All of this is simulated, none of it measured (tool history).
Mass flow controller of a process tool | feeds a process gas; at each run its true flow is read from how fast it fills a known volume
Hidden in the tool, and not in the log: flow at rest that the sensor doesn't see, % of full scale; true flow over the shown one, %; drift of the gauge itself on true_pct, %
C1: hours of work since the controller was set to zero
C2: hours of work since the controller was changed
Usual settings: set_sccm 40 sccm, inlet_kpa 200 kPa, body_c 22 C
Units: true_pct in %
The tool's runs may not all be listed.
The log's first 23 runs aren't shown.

run 24 hour=3505.4 | set_sccm=59 inlet_kpa=262 body_c=33 | C1=1364 C2=6046 | true_pct=99.58
run 25 hour=3657.8 | set_sccm=59 inlet_kpa=262 body_c=33 | C1=1450 C2=6132 | true_pct=99.73
run 26 hour=3884.7 | set_sccm=59 inlet_kpa=262 body_c=33 | C1=1578 C2=6260 | true_pct=99.53
run 27 hour=4080.2 | set_sccm=14 inlet_kpa=175 body_c=33 | C1=1688 C2=6370 | true_pct=98.02
run 28 hour=4185.6 | set_sccm=54 inlet_kpa=200 body_c=22 | C1=1748 C2=6430 | true_pct=97.94
run 29 hour=4284 | set_sccm=27 inlet_kpa=200 body_c=37 | C1=1803 C2=6485 | true_pct=98.79
run 30 hour=4454.4 | set_sccm=34 inlet_kpa=240 body_c=37 | C1=1899 C2=6581 | true_pct=99.23
run 31 hour=4562.1 | set_sccm=34 inlet_kpa=240 body_c=37 | C1=1960 C2=6642 | true_pct=99.22
run 32 hour=4668.7 | set_sccm=26 inlet_kpa=235 body_c=29 | C1=2020 C2=6702 | true_pct=98.18
run 33 hour=4808.4 | set_sccm=67 inlet_kpa=277 body_c=20 | C1=2099 C2=6781 | true_pct=98.39
run 34 hour=4923.3 | set_sccm=67 inlet_kpa=163 body_c=20 | C1=2164 C2=6846 | true_pct=97.45

3 ways to go on from here, each from the tool as it stands after run 34. What would each give?
run A hour=5114.6 | set_sccm=40 inlet_kpa=200 body_c=24 | C1=2271 C2=6954 | true_pct=?
run B hour=5114.6 | set_sccm=67 inlet_kpa=163 body_c=38 | C1=2271 C2=6954 | true_pct=?
run C hour=5114.6 | set_sccm=17 inlet_kpa=163 body_c=24 | C1=2271 C2=6954 | true_pct=?

run=A true_pct=97.53
run=B true_pct=99.11
run=C true_pct=96.99
Without the tool's hidden state the same runs would have given:
run=A true_pct=98.72
run=B true_pct=100.33
run=C true_pct=98.19
